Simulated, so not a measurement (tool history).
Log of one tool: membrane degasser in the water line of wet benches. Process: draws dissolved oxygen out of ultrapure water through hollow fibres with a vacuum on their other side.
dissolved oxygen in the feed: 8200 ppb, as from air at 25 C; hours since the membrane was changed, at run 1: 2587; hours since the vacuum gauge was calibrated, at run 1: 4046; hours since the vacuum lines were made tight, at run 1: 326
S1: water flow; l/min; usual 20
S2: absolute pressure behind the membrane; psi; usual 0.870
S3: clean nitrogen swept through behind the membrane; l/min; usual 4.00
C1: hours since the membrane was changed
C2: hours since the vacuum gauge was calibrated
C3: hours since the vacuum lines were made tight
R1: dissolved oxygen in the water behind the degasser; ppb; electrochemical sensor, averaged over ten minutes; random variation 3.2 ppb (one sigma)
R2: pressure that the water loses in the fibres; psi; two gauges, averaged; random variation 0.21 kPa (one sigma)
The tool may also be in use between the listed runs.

| run | day | S1 | S2 | S3 | C1 | C2 | C3 | R1 | R2 |
|---|---|---|---|---|---|---|---|---|---|
| 1 | 0.000 | 20 | 0.870 | 4.00 | 2587 | 4046 | 326 | 326.6 | 8.782 |
| 2 | 1.783 | 31 | 0.870 | 4.00 | 2630 | 4089 | 368 | 690.0 | 13.593 |
| 3 | 3.383 | 31 | 0.870 | 4.00 | 2669 | 4127 | 407 | 696.7 | 13.486 |
| 4 | 6.033 | 31 | 0.870 | 4.00 | 2732 | 4191 | 470 | 696.4 | 13.555 |
| 5 | 9.471 | 31 | 0.870 | 4.00 | 2815 | 4273 | 553 | 693.1 | 13.562 |
| 6 | 11.146 | 31 | 0.870 | 4.00 | 2855 | 4314 | 593 | 692.6 | 13.584 |
| 7 | 14.521 | 31 | 0.870 | 4.00 | 2936 | 4395 | 674 | 697.0 | 13.564 |
| 8 | 16.121 | 31 | 0.870 | 5.06 | 2974 | 4433 | 712 | 686.3 | 13.529 |
| 9 | 18.650 | 31 | 0.870 | 5.06 | 3035 | 4494 | 773 | 675.5 | 13.538 |
| 10 | 21.138 | 22 | 0.870 | 4.00 | 3095 | 4553 | 833 | 392.8 | 9.684 |
| 11 | 23.296 | 22 | 0.870 | 4.00 | 3146 | 4605 | 885 | 395.5 | 9.631 |
| 12 | 24.808 | 22 | 0.870 | 4.00 | 3183 | 4642 | 921 | 400.3 | 9.625 |
| 13 | 27.783 | 22 | 0.870 | 4.00 | 3254 | 4713 | 992 | 395.5 | 9.677 |
| 14 | 31.258 | 22 | 0.870 | 4.00 | 3337 | 4796 | 1076 | 394.1 | 9.644 |
|  | 31.579 | vacuum gauge calibrated |
| 15 | 33.571 | 16 | 0.870 | 4.00 | 3392 | 48 | 1131 | 218.1 | 6.989 |
| 16 | 36.046 | 16 | 0.870 | 4.00 | 3452 | 107 | 1190 | 219.3 | 7.046 |
| 17 | 38.858 | 20 | 0.870 | 4.00 | 3519 | 175 | 1258 | 331.5 | 8.795 |
| 18 | 40.654 | 29 | 0.889 | 3.62 | 3563 | 218 | 1301 | 636.9 | 12.675 |
|  | 41.712 | vacuum gauge calibrated, once more |
| 19 | 43.538 | 18 | 1.839 | 8.08 | 3631 | 44 | 1369 | 292.0 | 7.871 |
| 20 | 45.058 | 18 | 1.839 | 8.08 | 3668 | 80 | 1406 | 293.8 | 7.900 |
| 21 | 48.733 | 17 | 0.804 | 8.08 | 3756 | 169 | 1494 | 227.7 | 7.449 |
| 22 | 52.379 | 22 | 0.870 | 1.75 | 3843 | 256 | 1582 | 440.0 | 9.651 |
| 23 | 54.400 | 22 | 0.870 | 1.75 | 3892 | 305 | 1630 | 433.6 | 9.609 |
| 24 | 57.567 | 22 | 0.870 | 1.75 | 3968 | 380 | 1706 | 426.1 | 9.632 |
| 25 | 60.912 | 20 | 0.628 | 4.00 | 4048 | 461 | 1786 | 320.0 | 8.740 |
| 26 | 63.138 | 16 | 0.870 | 4.81 | 4102 | 514 | 1840 | 207.3 | 7.023 |
| 27 | 66.817 | 30 | 0.870 | 4.00 | 4190 | 603 | 1928 | 659.4 | 13.178 |
| 28 | 68.925 | 30 | 1.062 | 1.63 | 4240 | 653 | 1979 | 773.0 | 13.209 |
| 29 | 70.683 | 24 | 0.846 | 1.68 | 4283 | 695 | 2021 | 513.2 | 10.581 |
| 30 | 72.533 | 24 | 0.846 | 1.68 | 4327 | 740 | 2065 | 503.8 | 10.518 |
| 31 | 74.958 | 24 | 0.846 | 3.73 | 4385 | 798 | 2124 | 471.7 | 10.531 |

The next listed run, before its measurement:
| 32 | 77.129 | 14 | 0.870 | 4.00 | 4437 | 850 | 2176 | ? | ? |

R1: 158.8 ppb
R2: 6.158 psi
Without the tool's hidden state the same run would have given R1 150.1 ppb, R2 6.061 psi.
